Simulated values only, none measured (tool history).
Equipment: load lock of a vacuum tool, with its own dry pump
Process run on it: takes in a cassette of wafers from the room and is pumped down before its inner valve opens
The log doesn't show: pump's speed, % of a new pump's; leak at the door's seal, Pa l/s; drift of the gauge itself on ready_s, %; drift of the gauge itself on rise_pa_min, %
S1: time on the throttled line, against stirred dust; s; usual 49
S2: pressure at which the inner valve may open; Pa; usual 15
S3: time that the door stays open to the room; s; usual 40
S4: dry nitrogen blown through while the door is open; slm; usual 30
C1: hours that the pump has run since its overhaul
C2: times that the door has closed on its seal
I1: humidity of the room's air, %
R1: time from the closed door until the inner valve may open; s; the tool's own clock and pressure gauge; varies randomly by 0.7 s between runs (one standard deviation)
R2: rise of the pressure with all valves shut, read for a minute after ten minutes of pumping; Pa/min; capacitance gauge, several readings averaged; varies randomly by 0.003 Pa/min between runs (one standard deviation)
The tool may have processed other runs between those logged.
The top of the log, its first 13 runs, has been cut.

{"hour": 4306.8, "done": "dry pump taken out, an overhauled one fitted"}
{"run": 14, "hour": 4553.1, "S1": 56, "S2": 15, "S3": 40, "S4": 30, "C1": 246, "C2": 53911, "I1": 44.9, "R1": 111.1, "R2": 0.093}
{"run": 15, "hour": 4821.7, "S1": 56, "S2": 15, "S3": 40, "S4": 30, "C1": 515, "C2": 54874, "I1": 47.8, "R1": 111.1, "R2": 0.098}
{"run": 16, "hour": 5104.7, "S1": 56, "S2": 15, "S3": 40, "S4": 32, "C1": 798, "C2": 55888, "I1": 45.7, "R1": 111.9, "R2": 0.104}
{"run": 17, "hour": 5492.7, "S1": 56, "S2": 15, "S3": 40, "S4": 32, "C1": 1186, "C2": 57279, "I1": 43.0, "R1": 111.9, "R2": 0.102}
{"run": 18, "hour": 5920.1, "S1": 56, "S2": 15, "S3": 40, "S4": 32, "C1": 1613, "C2": 58811, "I1": 45.8, "R1": 112.3, "R2": 0.107}
{"run": 19, "hour": 6350.7, "S1": 25, "S2": 22, "S3": 32, "S4": 4, "C1": 2044, "C2": 60355, "I1": 44.6, "R1": 87.0, "R2": 0.116}
{"run": 20, "hour": 6732.6, "S1": 49, "S2": 15, "S3": 207, "S4": 30, "C1": 2426, "C2": 61724, "I1": 44.9, "R1": 108.7, "R2": 0.129}
{"run": 21, "hour": 6953.8, "S1": 49, "S2": 13, "S3": 40, "S4": 5, "C1": 2647, "C2": 62517, "I1": 46.3, "R1": 107.7, "R2": 0.119}
{"run": 22, "hour": 7310.3, "S1": 32, "S2": 13, "S3": 91, "S4": 5, "C1": 3003, "C2": 63795, "I1": 44.0, "R1": 98.5, "R2": 0.141}
{"run": 23, "hour": 7554.9, "S1": 41, "S2": 15, "S3": 91, "S4": 10, "C1": 3248, "C2": 64672, "I1": 44.6, "R1": 101.9, "R2": 0.139}
{"run": 24, "hour": 7796.7, "S1": 32, "S2": 15, "S3": 40, "S4": 4, "C1": 3490, "C2": 65539, "I1": 44.5, "R1": 96.3, "R2": 0.136}
{"run": 25, "hour": 8003.0, "S1": 32, "S2": 15, "S3": 40, "S4": 4, "C1": 3696, "C2": 66278, "I1": 48.7, "R1": 97.0, "R2": 0.137}
{"run": 26, "hour": 8266.8, "S1": 49, "S2": 15, "S3": 83, "S4": 30, "C1": 3960, "C2": 67224, "I1": 45.2, "R1": 108.7, "R2": 0.136}
{"run": 27, "hour": 8680.2, "S1": 45, "S2": 23, "S3": 27, "S4": 30, "C1": 4373, "C2": 68706, "I1": 43.7, "R1": 103.1, "R2": 0.13}
{"hour": 8809.9, "done": "door's seal changed, seat wiped"}
{"run": 28, "hour": 8895.5, "S1": 36, "S2": 20, "S3": 27, "S4": 6, "C1": 4587, "C2": 307, "I1": 45.5, "R1": 98.7, "R2": 0.018}
{"run": 29, "hour": 9165.8, "S1": 49, "S2": 15, "S3": 40, "S4": 5, "C1": 4857, "C2": 1276, "I1": 44.5, "R1": 112.3, "R2": 0.02}
{"run": 30, "hour": 9361.8, "S1": 45, "S2": 15, "S3": 53, "S4": 15, "C1": 5053, "C2": 1979, "I1": 41.2, "R1": 107.5, "R2": 0.02}
{"run": 31, "hour": 9654.3, "S1": 95, "S2": 15, "S3": 53, "S4": 15, "C1": 5346, "C2": 3028, "I1": 41.4, "R1": 142.3, "R2": 0.02}
{"run": 32, "hour": 9918.9, "S1": 95, "S2": 15, "S3": 53, "S4": 15, "C1": 5611, "C2": 3976, "I1": 45.2, "R1": 144.3, "R2": 0.024}
{"run": 33, "hour": 10224.6, "S1": 35, "S2": 30, "S3": 129, "S4": 7, "C1": 5916, "C2": 5072, "I1": 46.7, "R1": 95.2, "R2": 0.04}
{"run": 34, "hour": 10462.4, "S1": 27, "S2": 15, "S3": 40, "S4": 30, "C1": 6154, "C2": 5924, "I1": 44.3, "R1": 95.1, "R2": 0.017}
{"run": 35, "hour": 10762.3, "S1": 38, "S2": 15, "S3": 56, "S4": 30, "C1": 6454, "C2": 6999, "I1": 43.8, "R1": 104.8, "R2": 0.021}
{"run": 36, "hour": 10973.9, "S1": 93, "S2": 29, "S3": 147, "S4": 36, "C1": 6666, "C2": 7758, "I1": 44.5, "R1": 138.2, "R2": 0.028}

Predict each of these 5 candidate next runs independently; none follows another, all start after run 36:
{"run": "A", "hour": 11332.3, "S1": 49, "S2": 27, "S3": 40, "S4": 31, "C1": 7024, "C2": 9043, "I1": 43.8, "R1": "?", "R2": "?"}
{"run": "B", "hour": 11332.3, "S1": 49, "S2": 27, "S3": 40, "S4": 30, "C1": 7024, "C2": 9043, "I1": 45.9, "R1": "?", "R2": "?"}
{"run": "C", "hour": 11332.3, "S1": 83, "S2": 29, "S3": 147, "S4": 15, "C1": 7024, "C2": 9043, "I1": 49.3, "R1": "?", "R2": "?"}
{"run": "D", "hour": 11332.3, "S1": 93, "S2": 29, "S3": 59, "S4": 36, "C1": 7024, "C2": 9043, "I1": 46.5, "R1": "?", "R2": "?"}
{"run": "E", "hour": 11332.3, "S1": 30, "S2": 29, "S3": 147, "S4": 36, "C1": 7024, "C2": 9043, "I1": 42.9, "R1": "?", "R2": "?"}

run=A R1=107.5 R2=0.023
run=B R1=107.6 R2=0.022
run=C R1=129.4 R2=0.043
run=D R1=137.7 R2=0.018
run=E R1=93.5 R2=0.030
Stripped of hidden state, with their random variation kept, the same runs would have yielded:
run=A R1=101.6 R2=0.016
run=B R1=101.7 R2=0.015
run=C R1=124.7 R2=0.036
run=D R1=133.2 R2=0.011
run=E R1=87.0 R2=0.023
